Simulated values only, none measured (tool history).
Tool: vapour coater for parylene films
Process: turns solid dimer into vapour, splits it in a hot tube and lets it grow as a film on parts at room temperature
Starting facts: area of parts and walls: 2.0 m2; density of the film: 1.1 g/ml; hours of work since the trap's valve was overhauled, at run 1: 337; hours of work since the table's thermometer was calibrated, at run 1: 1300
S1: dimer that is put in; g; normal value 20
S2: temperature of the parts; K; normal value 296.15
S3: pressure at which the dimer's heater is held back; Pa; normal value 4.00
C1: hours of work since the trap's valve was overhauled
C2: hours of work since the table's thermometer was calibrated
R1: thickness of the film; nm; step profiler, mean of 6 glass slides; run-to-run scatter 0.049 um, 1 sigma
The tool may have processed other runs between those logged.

| run | hour | S1 | S2 | S3 | C1 | C2 | R1 |
|---|---|---|---|---|---|---|---|
| 1 | 0.0 | 20 | 296.15 | 4.00 | 337 | 1300 | 5210 |
| 2 | 27.9 | 20 | 296.15 | 4.00 | 361 | 1324 | 5140 |
| 3 | 62.7 | 20 | 296.15 | 4.00 | 390 | 1354 | 5080 |
| 4 | 88.9 | 20 | 296.15 | 4.00 | 412 | 1376 | 5020 |
| 5 | 124.8 | 20 | 296.15 | 7.16 | 443 | 1406 | 4500 |
| 6 | 145.3 | 13 | 296.15 | 7.16 | 460 | 1424 | 2870 |
| 7 | 185.6 | 20 | 296.15 | 6.88 | 495 | 1458 | 4420 |
| 8 | 209.5 | 20 | 296.15 | 6.88 | 515 | 1479 | 4420 |
| 9 | 242.9 | 20 | 296.15 | 6.88 | 544 | 1507 | 4390 |
| 10 | 276.1 | 20 | 296.15 | 4.00 | 572 | 1535 | 4870 |
| 11 | 298.6 | 20 | 296.15 | 4.00 | 591 | 1554 | 4890 |
| 12 | 318.9 | 20 | 296.15 | 4.00 | 608 | 1572 | 4870 |
|  | 334.1 | table's thermometer calibrated |
|  | 340.9 | trap's valve overhauled |
| 13 | 347.3 | 14 | 296.15 | 4.00 | 6 | 8 | 3830 |
| 14 | 385.7 | 9 | 296.15 | 4.00 | 38 | 40 | 2480 |
| 15 | 417.1 | 9 | 296.15 | 4.00 | 65 | 67 | 2430 |
| 16 | 433.6 | 20 | 303.15 | 4.00 | 79 | 81 | 4490 |
| 17 | 467.0 | 34 | 296.15 | 4.00 | 107 | 110 | 9090 |
| 18 | 505.4 | 17 | 289.15 | 7.19 | 140 | 142 | 4930 |
| 19 | 539.7 | 17 | 289.15 | 7.19 | 169 | 172 | 4930 |
| 20 | 570.6 | 17 | 289.15 | 7.19 | 196 | 198 | 4920 |
| 21 | 600.4 | 17 | 289.15 | 7.19 | 221 | 223 | 4870 |
| 22 | 628.3 | 17 | 289.15 | 7.19 | 245 | 247 | 4780 |
| 23 | 664.1 | 26 | 291.15 | 4.90 | 275 | 278 | 7500 |
| 24 | 682.3 | 15 | 296.15 | 3.37 | 291 | 293 | 4000 |

Predict the results of run 25:
| 25 | 721.1 | 15 | 296.15 | 3.37 | 324 | 326 | ? |

R1: 3970 nm
Take away the tool's hidden state, keep the run-to-run variation as it was, and the same run would have given R1 4290 nm.
